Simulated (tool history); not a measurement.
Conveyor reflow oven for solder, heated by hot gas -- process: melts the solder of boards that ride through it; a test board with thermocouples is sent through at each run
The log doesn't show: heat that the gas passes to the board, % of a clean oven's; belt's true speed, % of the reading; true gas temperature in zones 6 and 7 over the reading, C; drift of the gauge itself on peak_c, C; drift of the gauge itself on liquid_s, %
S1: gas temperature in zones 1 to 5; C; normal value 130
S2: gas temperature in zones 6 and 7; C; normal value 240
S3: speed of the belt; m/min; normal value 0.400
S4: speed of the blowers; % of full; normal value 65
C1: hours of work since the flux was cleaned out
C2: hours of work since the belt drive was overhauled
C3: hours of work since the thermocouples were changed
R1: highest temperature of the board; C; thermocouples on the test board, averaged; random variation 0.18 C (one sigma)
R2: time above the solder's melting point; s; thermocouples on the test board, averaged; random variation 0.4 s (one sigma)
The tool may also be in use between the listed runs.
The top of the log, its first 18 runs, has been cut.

Run 19, day 20.192: usual settings but S1 118 C, S2 254 C, S3 0.467 m/min, S4 52 % of full; C1 125; C2 67; C3 316. Result: R1 225.8 C, R2 76.7 s.
Run 20, day 20.800: usual settings but S1 118 C, S2 254 C, S3 0.467 m/min, S4 52 % of full; C1 135; C2 78; C3 327. Result: R1 225.7 C, R2 75.9 s.
Run 21, day 22.179: usual settings but S1 139 C, S2 254 C, S3 0.420 m/min, S4 52 % of full; C1 159; C2 102; C3 351. Result: R1 234.8 C, R2 104.2 s.
Run 22, day 23.338: usual settings but S1 139 C, S2 254 C, S3 0.420 m/min, S4 52 % of full; C1 180; C2 122; C3 371. Result: R1 234.7 C, R2 104.4 s.
Run 23, day 24.629: usual settings but S1 139 C, S2 254 C, S3 0.465 m/min, S4 54 % of full; C1 202; C2 145; C3 394. Result: R1 231.2 C, R2 90.0 s.
Run 24, day 25.554: usual settings but S1 139 C, S2 254 C, S3 0.465 m/min, S4 73 % of full; C1 218; C2 161; C3 410. Result: R1 236.7 C, R2 95.5 s.
Run 25, day 26.946: usual settings but S1 139 C, S2 254 C, S3 0.465 m/min, S4 73 % of full; C1 242; C2 185; C3 434. Result: R1 236.7 C, R2 95.5 s.
Run 26, day 28.058: usual settings but S1 138 C, S3 0.348 m/min, S4 52 % of full; C1 262; C2 204; C3 453. Result: R1 228.1 C, R2 118.9 s.
Run 27, day 28.746: usual settings but S2 234 C; C1 274; C2 216; C3 465. Result: R1 220.0 C, R2 91.6 s.
Run 28, day 29.662: usual settings but S1 123 C; C1 290; C2 232; C3 481. Result: R1 224.9 C, R2 92.6 s.
Run 29, day 30.483: usual settings but S1 145 C; C1 304; C2 247; C3 496. Result: R1 228.0 C, R2 106.5 s.
Run 30, day 31.142: usual settings but S1 124 C, S3 0.345 m/min; C1 316; C2 258; C3 507. Result: R1 229.6 C, R2 114.3 s.
Run 31, day 32.338: usual settings but S1 136 C, S2 252 C, S3 0.401 m/min, S4 68 % of full; C1 337; C2 279; C3 528. Result: R1 238.4 C, R2 111.3 s.

Branching from run 31: 3 alternative next runs. What would each branch give?
At day 33.067: flux residue cleaned out of gas plates and filters.
Run A, day 33.521: usual settings but S2 239 C; C1 8; C2 296; C3 545. Result: R1 ?, R2 ?.
At day 33.067: flux residue cleaned out of gas plates and filters.
Run B, day 33.521: usual settings but S2 243 C; C1 8; C2 296; C3 545. Result: R1 ?, R2 ?.
At day 33.067: flux residue cleaned out of gas plates and filters.
Run C, day 33.521: usual settings but S4 68 % of full; C1 8; C2 296; C3 545. Result: R1 ?, R2 ?.

run     R1     R2
  A  226.3   97.8
  B  229.9  101.3
  C  227.8   98.9
The same runs, with their run-to-run variation unchanged, on a tool lacking any hidden condition would have given:
run     R1    R2
  A  224.9  95.5
  B  228.5  99.0
  C  226.4  96.6
